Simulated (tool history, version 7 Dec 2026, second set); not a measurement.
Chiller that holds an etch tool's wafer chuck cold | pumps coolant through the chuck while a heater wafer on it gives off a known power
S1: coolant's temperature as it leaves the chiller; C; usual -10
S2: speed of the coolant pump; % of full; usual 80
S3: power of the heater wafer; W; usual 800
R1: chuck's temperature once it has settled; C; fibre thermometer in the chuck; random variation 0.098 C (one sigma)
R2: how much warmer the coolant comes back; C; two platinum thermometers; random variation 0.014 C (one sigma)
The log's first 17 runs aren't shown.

run,hour,S1,S2,S3,R1,R2
18,712.4,-9,93,800,-3.04,2.22
19,758.3,-9,93,800,-2.95,2.27
20,809.3,-9,93,800,-3.22,2.25
21,841.5,-9,93,800,-2.84,2.24
22,892.8,-7,72,552,-1.88,2
23,928.9,-14,63,800,-5.96,3.31
24,984.1,-18,63,1028,-7.64,4.28
25,1025.6,-18,63,1028,-7.71,4.28
26,1083.1,-1,80,800,5.74,2.61
27,1108,-14,80,800,-7.22,2.65
28,1151.3,-14,80,800,-7.44,2.64
29,1181.4,-16,85,462,-12.19,1.42
30,1225.2,-16,85,462,-12.19,1.41
31,1281.1,-15,63,835,-6.76,3.48

4 ways to go on from here, each from the tool as it stands after run 31. What would each give?
A,1316.9,-12,99,1080,?,?
B,1316.9,-1,63,835,?,?
C,1316.9,-3,82,800,?,?
D,1316.9,-9,62,1129,?,?

run,R1,R2
A,-4.11,2.88
B,7.48,3.47
C,3.67,2.53
D,2.51,4.76
Without the tool's hidden state the same runs would have given:
run,R1,R2
A,-4.12,2.88
B,7.47,3.47
C,3.66,2.53
D,2.49,4.76

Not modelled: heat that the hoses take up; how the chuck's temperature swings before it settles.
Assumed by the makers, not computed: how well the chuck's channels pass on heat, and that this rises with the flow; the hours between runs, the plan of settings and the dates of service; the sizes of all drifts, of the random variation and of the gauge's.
